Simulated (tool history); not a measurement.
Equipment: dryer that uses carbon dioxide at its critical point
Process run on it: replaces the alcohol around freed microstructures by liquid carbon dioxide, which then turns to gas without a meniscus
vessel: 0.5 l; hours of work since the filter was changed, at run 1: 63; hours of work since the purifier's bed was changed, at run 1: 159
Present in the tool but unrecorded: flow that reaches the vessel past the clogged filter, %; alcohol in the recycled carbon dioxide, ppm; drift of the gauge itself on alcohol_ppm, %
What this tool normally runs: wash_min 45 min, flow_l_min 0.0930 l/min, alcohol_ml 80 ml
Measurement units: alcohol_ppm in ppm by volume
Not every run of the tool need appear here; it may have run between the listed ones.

| run | hour | wash_min | flow_l_min | alcohol_ml | hours of work since the filter was changed | hours of work since the purifier's bed was changed | alcohol_ppm |
|---|---|---|---|---|---|---|---|
| 1 | 0.0 | 45 | 0.0930 | 80 | 63 | 159 | 537 |
| 2 | 10.2 | 37 | 0.0930 | 80 | 68 | 163 | 1515 |
| 3 | 26.2 | 45 | 0.0930 | 80 | 75 | 171 | 583 |
| 4 | 40.1 | 45 | 0.0836 | 80 | 82 | 177 | 1111 |
| 5 | 54.6 | 45 | 0.0930 | 80 | 88 | 184 | 627 |
| 6 | 66.7 | 45 | 0.0930 | 80 | 94 | 189 | 666 |

Run 7 is up next; what results do you expect?
| 7 | 75.6 | 45 | 0.0930 | 80 | 98 | 193 | ? |

Run 7 gave alcohol_ppm 697 ppm by volume.
Take away the tool's hidden state, keep the run-to-run variation as it was, and the same run would have given alcohol_ppm 345 ppm by volume.
